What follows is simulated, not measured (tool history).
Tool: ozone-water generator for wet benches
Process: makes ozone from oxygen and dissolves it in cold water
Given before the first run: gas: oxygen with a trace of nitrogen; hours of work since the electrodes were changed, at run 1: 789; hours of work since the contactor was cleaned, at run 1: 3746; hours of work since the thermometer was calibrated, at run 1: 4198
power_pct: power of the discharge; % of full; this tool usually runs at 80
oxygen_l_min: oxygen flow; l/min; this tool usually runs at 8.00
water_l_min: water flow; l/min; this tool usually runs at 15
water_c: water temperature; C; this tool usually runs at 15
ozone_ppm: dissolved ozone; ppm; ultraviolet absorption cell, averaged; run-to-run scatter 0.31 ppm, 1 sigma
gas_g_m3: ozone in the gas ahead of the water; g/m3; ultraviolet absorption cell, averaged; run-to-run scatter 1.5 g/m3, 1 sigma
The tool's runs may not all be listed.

run,hour,power_pct,oxygen_l_min,water_l_min,water_c,hours of work since the electrodes were changed,hours of work since the contactor was cleaned,hours of work since the thermometer was calibrated,ozone_ppm,gas_g_m3
1,0.0,80,8.00,15,15,789,3746,4198,46.0,274.5
2,23.6,80,8.00,15,15,812,3770,4221,46.7,269.8
3,55.1,80,8.00,15,15,843,3801,4252,46.4,271.5
4,70.5,80,8.00,15,15,859,3816,4267,46.5,270.3
5,90.4,80,8.00,15,15,878,3835,4286,46.0,269.8
6,120.1,80,8.00,15,15,907,3864,4315,46.5,271.3
7,150.6,80,8.00,15,15,937,3894,4345,46.5,272.2
8,179.2,80,8.00,15,15,965,3922,4374,46.6,273.2
9,197.2,80,4.70,15,15,983,3940,4391,51.0,370.0
10,228.0,80,4.70,15,15,1013,3970,4421,49.9,371.2
11,243.9,80,4.70,15,15,1029,3986,4437,49.8,371.8
12,263.9,80,5.34,15,15,1048,4006,4457,49.4,343.9
13,287.2,80,5.34,15,15,1071,4029,4480,49.1,343.2
14,313.7,80,5.34,15,15,1097,4055,4506,49.6,344.8
15,336.5,80,8.00,15,15,1120,4077,4528,46.8,268.2
16,362.7,80,8.00,15,15,1145,4103,4554,46.1,269.5
17,382.2,80,4.04,13,9,1165,4122,4573,60.6,403.3
18,411.3,80,4.04,13,9,1193,4150,4602,61.2,404.0
19,449.4,43,4.54,15,10,1231,4188,4639,36.2,257.1
20,471.4,68,8.00,15,7,1252,4209,4660,48.4,246.3
21,499.0,52,9.42,18,17,1279,4237,4688,29.3,187.4
22,522.6,52,9.42,18,17,1303,4260,4711,29.5,187.8
# hour 525.5: water thermometer calibrated
23,547.6,52,9.42,17,21,1327,4284,22,28.3,185.6
24,569.6,61,6.88,10,9,1348,4305,43,57.7,250.8
25,601.6,61,6.88,10,9,1380,4337,75,57.4,249.7
26,617.7,80,12.18,15,16,1395,4353,91,40.6,211.3
27,644.0,41,8.00,19,12,1421,4378,116,27.8,177.9
28,664.5,45,8.00,24,15,1441,4399,137,23.0,187.3
29,697.1,45,12.52,24,20,1473,4431,169,19.4,145.2
30,725.0,45,5.78,24,20,1501,4458,196,22.2,228.7
31,756.5,99,7.64,11,8,1532,4489,227,75.3,313.0
32,773.2,80,8.00,10,15,1548,4505,243,58.2,269.8

Each run again, without the hidden state but with its own random variation kept:
Unlogged tool condition in this case: yield of the discharge, % of new electrodes'; contactor's efficiency, % of a clean one's; true water temperature over the reading, C; drift of the gauge itself on ozone_ppm, %; drift of the gauge itself on gas_g_m3, %.
run,ozone_ppm,gas_g_m3
1,47.4,276.9
2,48.1,272.4
3,47.8,274.2
4,47.9,273.1
5,47.5,272.7
6,48.0,274.3
7,48.0,275.4
8,48.1,276.5
9,52.6,374.7
10,51.5,376.1
11,51.4,376.8
12,51.1,348.6
13,50.8,348.0
14,51.3,349.9
15,48.5,272.2
16,47.8,273.7
17,62.6,409.7
18,63.3,410.6
19,37.3,259.9
20,50.2,250.2
21,30.4,190.0
22,30.6,190.4
23,29.2,188.2
24,59.4,254.9
25,59.1,254.0
26,42.1,215.6
27,28.6,180.1
28,23.8,190.0
29,20.1,147.3
30,23.0,232.1
31,78.3,321.1
32,60.3,276.1
